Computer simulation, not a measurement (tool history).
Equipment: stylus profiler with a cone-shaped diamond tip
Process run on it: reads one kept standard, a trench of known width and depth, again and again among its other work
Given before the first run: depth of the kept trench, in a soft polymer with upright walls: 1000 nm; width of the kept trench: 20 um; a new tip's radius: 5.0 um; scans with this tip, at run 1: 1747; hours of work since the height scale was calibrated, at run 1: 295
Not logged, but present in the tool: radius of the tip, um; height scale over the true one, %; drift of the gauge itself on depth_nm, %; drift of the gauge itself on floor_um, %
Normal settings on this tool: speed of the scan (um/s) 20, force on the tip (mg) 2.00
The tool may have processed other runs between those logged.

| run | hour | speed of the scan (um/s) | force on the tip (mg) | scans with this tip | hours of work since the height scale was calibrated | depth of the trench (nm) | width of the trench's floor (µm) |
|---|---|---|---|---|---|---|---|
| 1 | 0.0 | 20 | 2.00 | 1747 | 295 | 1006.47 | 13.97 |
| 2 | 23.1 | 20 | 2.00 | 1836 | 310 | 1007.10 | 13.88 |
| 3 | 45.1 | 20 | 2.00 | 1922 | 324 | 1006.67 | 13.90 |
| 4 | 63.1 | 20 | 2.00 | 1991 | 336 | 1007.01 | 13.97 |
| 5 | 84.9 | 20 | 0.97 | 2076 | 350 | 1004.23 | 13.96 |
| 6 | 97.2 | 20 | 0.97 | 2124 | 358 | 1004.23 | 13.93 |
| 7 | 121.6 | 20 | 2.12 | 2218 | 374 | 1007.23 | 13.94 |
| 8 | 134.3 | 20 | 0.86 | 2267 | 383 | 1004.12 | 13.93 |
| 9 | 145.6 | 13 | 2.00 | 2311 | 390 | 1006.70 | 13.97 |
| 10 | 167.8 | 13 | 2.00 | 2397 | 405 | 1006.53 | 13.97 |
| 11 | 184.2 | 13 | 2.00 | 2461 | 415 | 1006.55 | 13.94 |
| 12 | 206.2 | 13 | 2.00 | 2546 | 430 | 1006.78 | 13.90 |
| 13 | 229.5 | 13 | 1.69 | 2636 | 445 | 1005.77 | 13.96 |
| 14 | 253.5 | 13 | 1.69 | 2730 | 461 | 1005.94 | 13.93 |
| 15 | 265.1 | 20 | 2.00 | 2774 | 468 | 1006.66 | 14.00 |
| 16 | 280.2 | 13 | 2.00 | 2833 | 478 | 1006.71 | 13.94 |
| 17 | 301.4 | 13 | 2.00 | 2915 | 492 | 1006.59 | 13.95 |
| 18 | 313.8 | 20 | 2.00 | 2963 | 500 | 1007.03 | 13.95 |
| 19 | 334.9 | 5 | 2.00 | 3045 | 514 | 1006.80 | 13.99 |
| 20 | 346.0 | 20 | 5.93 | 3088 | 521 | 1013.30 | 13.97 |
| 21 | 367.6 | 40 | 2.00 | 3172 | 535 | 1006.41 | 13.92 |
| 22 | 387.7 | 26 | 2.00 | 3250 | 548 | 1007.05 | 13.94 |
| 23 | 407.8 | 20 | 2.00 | 3328 | 562 | 1006.99 | 13.97 |
| 24 | 425.7 | 20 | 2.01 | 3397 | 573 | 1006.78 | 13.92 |
| 25 | 441.3 | 14 | 4.08 | 3458 | 583 | 1010.76 | 13.95 |
| 26 | 460.7 | 14 | 1.51 | 3533 | 596 | 1005.63 | 13.89 |
| 27 | 484.8 | 49 | 4.77 | 3626 | 612 | 1012.05 | 13.91 |
| 28 | 503.4 | 20 | 1.80 | 3698 | 624 | 1006.59 | 13.88 |
| 29 | 526.7 | 73 | 0.85 | 3789 | 639 | 1003.82 | 13.69 |
| 30 | 550.2 | 23 | 1.07 | 3880 | 655 | 1004.23 | 13.91 |
| 31 | 572.1 | 10 | 1.15 | 3965 | 669 | 1004.11 | 13.93 |
| 32 | 589.3 | 10 | 1.15 | 4031 | 680 | 1004.58 | 13.94 |
| 33 | 609.5 | 9 | 2.46 | 4110 | 694 | 1007.78 | 13.94 |
| 34 | 631.3 | 11 | 2.16 | 4194 | 708 | 1006.69 | 13.98 |
| 35 | 651.4 | 11 | 2.16 | 4272 | 721 | 1006.92 | 13.95 |
| 36 | 664.9 | 11 | 2.16 | 4325 | 730 | 1006.56 | 13.96 |
| 37 | 681.5 | 55 | 0.99 | 4389 | 741 | 1004.35 | 13.78 |
| 38 | 693.4 | 55 | 0.99 | 4435 | 748 | 1004.29 | 13.81 |
| 39 | 707.4 | 41 | 0.72 | 4489 | 758 | 1003.63 | 13.86 |
| 40 | 722.4 | 41 | 0.72 | 4547 | 767 | 1003.69 | 13.76 |
| 41 | 734.4 | 54 | 0.72 | 4594 | 775 | 1003.30 | 13.82 |
| 42 | 754.0 | 23 | 2.04 | 4670 | 788 | 1007.04 | 13.88 |
| 43 | 772.9 | 14 | 2.04 | 4743 | 800 | 1006.52 | 13.92 |
| 44 | 784.3 | 9 | 0.73 | 4787 | 808 | 1003.79 | 13.99 |
| 45 | 809.0 | 55 | 2.43 | 4883 | 824 | 1007.63 | 13.85 |
| 46 | 827.6 | 55 | 2.43 | 4955 | 836 | 1007.63 | 13.82 |
| 47 | 844.9 | 55 | 2.43 | 5022 | 848 | 1007.49 | 13.84 |

Here are 3 independent what-if runs from the current tool condition. What would each one return?
| A | 857.6 | 9 | 3.52 | 5072 | 856 | ? | ? |
| B | 857.6 | 20 | 2.43 | 5072 | 856 | ? | ? |
| C | 857.6 | 8 | 2.00 | 5072 | 856 | ? | ? |

| run | depth of the trench (nm) | width of the trench's floor (µm) |
|---|---|---|
| A | 1009.43 | 13.94 |
| B | 1007.42 | 13.95 |
| C | 1006.55 | 13.94 |
The same runs, with their run-to-run variation unchanged, on a tool lacking any hidden condition would have given:
| run | depth of the trench (nm) | width of the trench's floor (µm) |
|---|---|---|
| A | 1009.41 | 13.96 |
| B | 1007.40 | 13.97 |
| C | 1006.53 | 13.96 |
